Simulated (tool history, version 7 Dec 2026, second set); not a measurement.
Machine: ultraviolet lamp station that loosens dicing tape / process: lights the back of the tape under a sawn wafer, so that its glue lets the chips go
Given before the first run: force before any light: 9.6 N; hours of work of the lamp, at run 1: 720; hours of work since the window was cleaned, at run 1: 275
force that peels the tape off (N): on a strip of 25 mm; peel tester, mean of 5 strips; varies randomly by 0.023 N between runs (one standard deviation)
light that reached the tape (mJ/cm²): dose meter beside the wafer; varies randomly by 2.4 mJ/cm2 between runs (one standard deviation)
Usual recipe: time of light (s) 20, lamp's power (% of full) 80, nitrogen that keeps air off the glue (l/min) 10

run	hour	time of light (s)	lamp's power (% of full)	nitrogen that keeps air off the glue (l/min)	hours of work of the lamp	hours of work since the window was cleaned	force that peels the tape off (N)	light that reached the tape (mJ/cm²)
1	0.0	20	80	10	720	275	1.557	220
2	67.2	20	80	10	748	303	1.549	219
3	115.0	14	80	10	768	323	2.715	151
4	143.0	20	80	10	780	335	1.547	214
5	200.8	20	80	10	804	359	1.587	216
6	233.8	20	66	10	818	373	2.305	179
7	295.7	20	80	10	843	398	1.596	212
8	357.0	18	80	10	869	424	1.914	186
9	422.7	18	80	10	896	451	1.941	187
10	466.7	18	80	10	915	470	2.027	183
11	529.2	20	80	10	941	496	1.817	204
12	587.3	20	80	10	965	520	1.741	202
13	637.9	20	80	10	986	541	1.747	196
14	706.1	20	80	10	1014	569	1.828	198
15	760.1	20	61	10	1037	592	2.648	151
# hour 764.4: window cleaned of glue's vapour
16	820.9	30	61	10	1062	24	1.203	256
17	881.4	30	61	10	1087	49	1.136	246
18	911.5	30	91	10	1100	61	0.520	379
19	954.1	30	91	10	1118	79	0.541	370
20	1010.1	20	86	10	1141	102	1.340	231
21	1070.0	20	80	3	1166	127	2.442	213
22	1122.1	20	80	3	1188	149	2.577	210
23	1174.5	22	91	10	1209	171	1.094	267
24	1236.0	22	91	10	1235	197	1.122	261
25	1288.4	22	91	10	1257	218	1.098	261
26	1342.0	29	79	10	1279	241	0.862	293
27	1384.5	29	74	6	1297	258	1.313	274
28	1421.7	29	74	6	1313	274	1.313	275
29	1469.1	28	74	11	1332	294	1.065	260
30	1533.1	35	80	8	1359	320	0.661	355
31	1585.6	16	86	15	1381	342	2.001	168
32	1618.1	16	86	15	1394	356	2.055	173
33	1647.2	11	86	15	1406	368	3.263	113
34	1679.7	20	95	10	1420	381	1.358	235
35	1724.1	16	74	5	1439	400	3.397	148
36	1776.3	16	74	5	1460	422	3.441	144
37	1834.6	11	95	13	1485	446	3.009	123
38	1894.8	26	96	10	1510	471	0.857	290
39	1934.7	20	80	7	1526	488	2.235	189
40	2003.4	20	80	7	1555	516	2.274	186
41	2056.8	14	71	7	1577	539	3.843	113
42	2094.4	32	78	10	1593	554	0.955	285

How the hidden state differs across the entries between the runs, from the last listed run before each to the first after it:
In the gap between runs 15 and 16: window cleaned of glue's vapour (hour 764.4)
  lamp's light, % of a new lamp's: 86.7 -> 86.4; light that the window lets through, % of a clean one's: 86.6 -> 99
  measured minus no-state result, force that peels the tape off (N): +0.877 -> +0.320; light that reached the tape (mJ/cm²): -49 -> -43

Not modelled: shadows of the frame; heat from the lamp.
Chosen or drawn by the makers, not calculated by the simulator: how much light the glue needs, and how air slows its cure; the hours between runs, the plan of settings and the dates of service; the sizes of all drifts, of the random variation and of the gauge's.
